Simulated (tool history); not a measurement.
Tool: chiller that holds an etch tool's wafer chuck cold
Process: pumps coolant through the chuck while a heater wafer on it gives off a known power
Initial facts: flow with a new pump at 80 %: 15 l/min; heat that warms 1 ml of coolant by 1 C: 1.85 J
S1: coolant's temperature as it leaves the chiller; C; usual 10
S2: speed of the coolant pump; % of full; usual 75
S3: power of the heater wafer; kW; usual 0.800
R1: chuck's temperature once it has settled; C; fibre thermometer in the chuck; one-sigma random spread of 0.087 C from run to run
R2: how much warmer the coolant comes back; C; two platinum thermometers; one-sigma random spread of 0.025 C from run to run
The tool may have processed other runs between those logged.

| run | hour | S1 | S2 | S3 | R1 | R2 |
|---|---|---|---|---|---|---|
| 1 | 0.0 | 10 | 75 | 0.800 | 15.72 | 1.93 |
| 2 | 69.1 | 10 | 75 | 0.548 | 13.85 | 1.21 |
| 3 | 171.1 | 10 | 75 | 0.548 | 13.97 | 1.29 |
| 4 | 251.9 | 10 | 75 | 0.800 | 15.78 | 1.90 |
| 5 | 325.7 | 14 | 75 | 0.800 | 19.83 | 1.91 |
| 6 | 422.4 | 14 | 75 | 0.800 | 19.89 | 1.92 |
| 7 | 538.3 | 10 | 75 | 0.800 | 15.96 | 1.94 |
| 8 | 623.7 | 10 | 75 | 0.800 | 15.94 | 1.93 |
| 9 | 712.0 | 18 | 75 | 0.800 | 23.95 | 1.93 |
| 10 | 800.1 | 10 | 69 | 0.800 | 16.33 | 2.08 |
|  | 857.6 | coolant changed, channels flushed |
| 11 | 884.4 | 10 | 69 | 0.800 | 15.51 | 2.09 |
| 12 | 968.4 | 10 | 69 | 0.800 | 15.54 | 2.12 |
| 13 | 1021.5 | 10 | 75 | 0.800 | 15.10 | 1.92 |
| 14 | 1100.8 | 10 | 75 | 0.733 | 14.71 | 1.79 |
| 15 | 1196.4 | 10 | 75 | 1.133 | 17.38 | 2.72 |
| 16 | 1291.3 | 2 | 75 | 0.800 | 7.28 | 1.95 |
| 17 | 1352.0 | 2 | 75 | 0.800 | 7.17 | 1.91 |
| 18 | 1424.3 | 9 | 70 | 0.911 | 15.22 | 2.40 |
| 19 | 1535.6 | 14 | 75 | 0.800 | 19.13 | 1.98 |
| 20 | 1609.6 | 14 | 66 | 0.800 | 19.63 | 2.26 |
|  | 1624.6 | coolant pump overhauled |
| 21 | 1682.5 | 3 | 93 | 0.727 | 6.94 | 1.40 |
| 22 | 1737.0 | 10 | 75 | 0.800 | 15.21 | 1.98 |
| 23 | 1828.7 | 10 | 75 | 0.800 | 15.33 | 1.95 |
| 24 | 1910.5 | 10 | 75 | 0.800 | 15.27 | 2.02 |
| 25 | 1988.2 | 11 | 75 | 1.090 | 18.34 | 2.72 |
| 26 | 2047.5 | 13 | 76 | 0.800 | 18.35 | 2.01 |
| 27 | 2101.9 | 13 | 76 | 0.800 | 18.49 | 2.01 |
|  | 2155.4 | chiller's thermometer calibrated |
| 28 | 2166.4 | 15 | 75 | 0.800 | 20.62 | 2.00 |
|  | 2212.3 | coolant pump overhauled, once more |
| 29 | 2235.4 | 2 | 75 | 0.419 | 4.72 | 0.95 |
| 30 | 2306.0 | 2 | 75 | 0.419 | 4.72 | 0.98 |
| 31 | 2369.1 | 4 | 63 | 0.800 | 10.02 | 2.27 |
| 32 | 2484.6 | 10 | 75 | 1.015 | 16.46 | 2.40 |

Alternative continuations, all from the tool just after run 32; predict every row:
| A | 2591.3 | 10 | 69 | 1.015 | ? | ? |
| B | 2591.3 | 9 | 75 | 0.468 | ? | ? |
| C | 2591.3 | 16 | 75 | 0.640 | ? | ? |

| run | R1 | R2 |
|---|---|---|
| A | 17.30 | 2.68 |
| B | 11.99 | 1.08 |
| C | 20.19 | 1.48 |
Had the tool no hidden state, the same runs would have come out as:
| run | R1 | R2 |
|---|---|---|
| A | 16.96 | 2.65 |
| B | 11.84 | 1.07 |
| C | 19.99 | 1.47 |
